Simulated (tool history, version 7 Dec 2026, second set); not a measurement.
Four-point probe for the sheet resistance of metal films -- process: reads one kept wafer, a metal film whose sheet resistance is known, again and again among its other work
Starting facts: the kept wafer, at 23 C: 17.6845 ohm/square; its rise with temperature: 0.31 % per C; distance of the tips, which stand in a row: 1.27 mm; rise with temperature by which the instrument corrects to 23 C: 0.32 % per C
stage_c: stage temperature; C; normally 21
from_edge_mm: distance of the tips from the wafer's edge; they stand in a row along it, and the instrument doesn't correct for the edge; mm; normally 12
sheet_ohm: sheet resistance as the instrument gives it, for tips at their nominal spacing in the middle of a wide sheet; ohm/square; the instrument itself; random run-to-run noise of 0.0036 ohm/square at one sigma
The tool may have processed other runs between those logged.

run	day	stage_c	from_edge_mm	sheet_ohm
1	0.000	21	12	17.779381
2	3.133	21	12	17.773702
3	6.471	21	12	17.775274
4	8.938	21	12	17.773093
5	12.275	21	12	17.773352
6	15.383	28	12	17.759282
7	19.504	28	12	17.750476
# day 22.408: stage's thermometer calibrated
8	23.004	28	12	17.712004
9	26.154	28	12	17.713976
10	28.421	28	12	17.710139
11	31.229	28	12	17.713010
12	34.421	21	9	17.806543
13	36.808	34	12	17.697896
14	41.104	34	12	17.695889
15	45.275	34	12	17.690199
16	49.338	21	25	17.641815
17	51.471	21	6	18.029175
18	54.971	23	15	17.677891
19	58.367	24	7	17.910995

What if the next run were any one of these 3? Each begins from the tool's condition after run 19:
A	60.596	22	54	?
B	60.596	21	6	?
C	60.596	27	36	?

run	sheet_ohm
A	17.615230
B	18.027214
C	17.610475
What these runs would have given with no unlogged condition in the tool:
run	sheet_ohm
A	17.694067
B	18.107676
C	17.689501
